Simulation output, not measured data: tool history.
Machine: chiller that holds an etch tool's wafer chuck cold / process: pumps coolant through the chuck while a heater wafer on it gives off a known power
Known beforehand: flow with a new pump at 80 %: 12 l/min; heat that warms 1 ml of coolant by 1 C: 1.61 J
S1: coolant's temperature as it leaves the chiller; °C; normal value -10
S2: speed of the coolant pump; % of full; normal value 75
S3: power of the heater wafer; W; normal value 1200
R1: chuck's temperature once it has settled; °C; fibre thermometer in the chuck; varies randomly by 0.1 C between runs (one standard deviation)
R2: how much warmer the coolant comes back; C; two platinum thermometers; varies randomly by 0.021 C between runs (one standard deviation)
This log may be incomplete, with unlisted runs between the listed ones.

Run 1, hour 0: usual settings. Result: R1 1 °C, R2 4.04 C.
Run 2, hour 39.1: usual settings. Result: R1 1 °C, R2 4 C.
Run 3, hour 90.3: usual settings but S1 -3 °C. Result: R1 8 °C, R2 4 C.
Run 4, hour 141.1: usual settings. Result: R1 0.9 °C, R2 3.98 C.
Run 5, hour 167.6: usual settings but S1 -4 °C. Result: R1 7.1 °C, R2 3.9 C.
Run 6, hour 227.2: usual settings but S1 -4 °C, S3 756 W. Result: R1 3 °C, R2 2.4 C.
Run 7, hour 269.6: usual settings but S1 -17 °C. Result: R1 -6.1 °C, R2 3.9 C.
Run 8, hour 301.7: usual settings but S1 -17 °C. Result: R1 -6.1 °C, R2 3.89 C.
Run 9, hour 332.7: usual settings but S2 88 % of full. Result: R1 -0.4 °C, R2 3.18 C.
Run 10, hour 384: usual settings but S2 88 % of full. Result: R1 -0.5 °C, R2 3.19 C.
Run 11, hour 418: usual settings but S1 -9 °C, S2 88 % of full. Result: R1 0.5 °C, R2 3.16 C.
Run 12, hour 474.4: usual settings but S1 -9 °C, S2 88 % of full. Result: R1 0.5 °C, R2 3.13 C.
Run 13, hour 535: usual settings but S1 -9 °C, S2 88 % of full. Result: R1 0.5 °C, R2 3.08 C.
Run 14, hour 576.6: usual settings but S1 -9 °C, S2 88 % of full. Result: R1 0.4 °C, R2 3.06 C.
Run 15, hour 610.2: usual settings but S1 -9 °C, S2 88 % of full. Result: R1 0.6 °C, R2 3.05 C.
Run 16, hour 650: usual settings but S3 1537 W. Result: R1 3.9 °C, R2 4.86 C.
At hour 671.6: gauge calibrated.
Run 17, hour 695.7: usual settings but S1 -14 °C, S3 1271 W. Result: R1 -2.2 °C, R2 4.25 C.
Run 18, hour 731.8: usual settings but S1 -7 °C, S2 86 % of full, S3 1271 W. Result: R1 3.2 °C, R2 3.63 C.
Run 19, hour 780.7: usual settings but S3 730 W. Result: R1 -3.3 °C, R2 2.41 C.
Run 20, hour 811.8: usual settings but S1 -1 °C, S3 1280 W. Result: R1 10.7 °C, R2 4.22 C.
Run 21, hour 866.5: usual settings but S1 -9 °C, S2 86 % of full, S3 1296 W. Result: R1 1.5 °C, R2 3.63 C.
Run 22, hour 920.6: usual settings but S1 -9 °C, S2 86 % of full, S3 1296 W. Result: R1 1.7 °C, R2 3.59 C.
Run 23, hour 960.3: usual settings but S1 -11 °C, S2 96 % of full, S3 1047 W. Result: R1 -3 °C, R2 2.47 C.
Run 24, hour 1013.6: usual settings but S1 -9 °C. Result: R1 2 °C, R2 3.84 C.
Run 25, hour 1052.4: usual settings but S2 83 % of full, S3 1338 W. Result: R1 1.1 °C, R2 3.81 C.
Run 26, hour 1101.9: usual settings but S1 -14 °C, S3 1284 W. Result: R1 -2.4 °C, R2 4.12 C.
Run 27, hour 1161.8: usual settings but S1 -8 °C, S2 100 % of full, S3 1742 W. Result: R1 4.6 °C, R2 3.96 C.
Run 28, hour 1210.9: usual settings but S1 -15 °C, S2 82 % of full, S3 680 W. Result: R1 -9.4 °C, R2 1.81 C.
Run 29, hour 1265: usual settings but S1 0 °C, S2 86 % of full, S3 824 W. Result: R1 6.6 °C, R2 2.08 C.
Run 30, hour 1325.1: usual settings but S1 0 °C, S2 86 % of full, S3 824 W. Result: R1 6.6 °C, R2 2.03 C.

What does the tool deliver on the next run?
Run 31, hour 1376.4: usual settings but S1 -6 °C, S2 86 % of full, S3 992 W. Result: R1 ?, R2 ?.

Run 31 produced R1 2 °C, R2 2.49 C.
With the hidden condition absent and the run-to-run variation left alone, this run would have shown R1 2 °C, R2 2.82 C.
